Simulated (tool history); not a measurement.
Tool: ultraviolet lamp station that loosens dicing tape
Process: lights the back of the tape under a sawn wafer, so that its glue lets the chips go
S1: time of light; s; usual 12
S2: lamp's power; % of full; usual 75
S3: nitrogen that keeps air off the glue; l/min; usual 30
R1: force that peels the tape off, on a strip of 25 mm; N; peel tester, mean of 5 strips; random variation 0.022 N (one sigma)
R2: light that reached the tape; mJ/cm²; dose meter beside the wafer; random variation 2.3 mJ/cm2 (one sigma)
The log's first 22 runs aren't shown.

Run 23, hour 540.6: usual settings but S1 21 s, S2 98 % of full, S3 44 l/min. Result: R1 0.240 N, R2 412 mJ/cm².
Run 24, hour 569.8: usual settings but S1 13 s, S2 98 % of full, S3 13 l/min. Result: R1 1.722 N, R2 252 mJ/cm².
Run 25, hour 603.7: usual settings but S1 8 s, S2 71 % of full, S3 9 l/min. Result: R1 4.435 N, R2 111 mJ/cm².
Run 26, hour 634.0: usual settings but S1 20 s, S2 76 % of full, S3 9 l/min. Result: R1 1.745 N, R2 290 mJ/cm².
Run 27, hour 664.0: usual settings but S2 67 % of full, S3 23 l/min. Result: R1 2.371 N, R2 153 mJ/cm².
Run 28, hour 696.9: usual settings but S1 10 s, S2 79 % of full, S3 13 l/min. Result: R1 3.251 N, R2 149 mJ/cm².
Run 29, hour 722.8: usual settings but S1 8 s, S2 61 % of full, S3 13 l/min. Result: R1 4.464 N, R2 93 mJ/cm².
Run 30, hour 739.2: usual settings but S1 8 s, S2 89 % of full, S3 10 l/min. Result: R1 3.781 N, R2 135 mJ/cm².
Run 31, hour 754.4: usual settings but S1 8 s, S2 72 % of full, S3 10 l/min. Result: R1 4.378 N, R2 107 mJ/cm².
Run 32, hour 768.9: usual settings but S1 8 s, S2 72 % of full, S3 11 l/min. Result: R1 4.336 N, R2 109 mJ/cm².
Run 33, hour 794.0: usual settings but S1 9 s, S2 90 % of full. Result: R1 2.045 N, R2 149 mJ/cm².
Run 34, hour 821.1: usual settings but S3 20 l/min. Result: R1 2.322 N, R2 163 mJ/cm².
Run 35, hour 845.2: usual settings but S1 7 s, S2 86 % of full, S3 13 l/min. Result: R1 4.122 N, R2 109 mJ/cm².
Run 36, hour 861.1: usual settings. Result: R1 1.895 N, R2 159 mJ/cm².

Run 37 comes next. What will it give?
Run 37, hour 883.5: usual settings but S1 10 s, S2 60 % of full, S3 50 l/min. Result: R1 ?, R2 ?.

R1: 2.517 N
R2: 108 mJ/cm²
Without the tool's hidden state the same run would have given R1 1.509 N, R2 158 mJ/cm².

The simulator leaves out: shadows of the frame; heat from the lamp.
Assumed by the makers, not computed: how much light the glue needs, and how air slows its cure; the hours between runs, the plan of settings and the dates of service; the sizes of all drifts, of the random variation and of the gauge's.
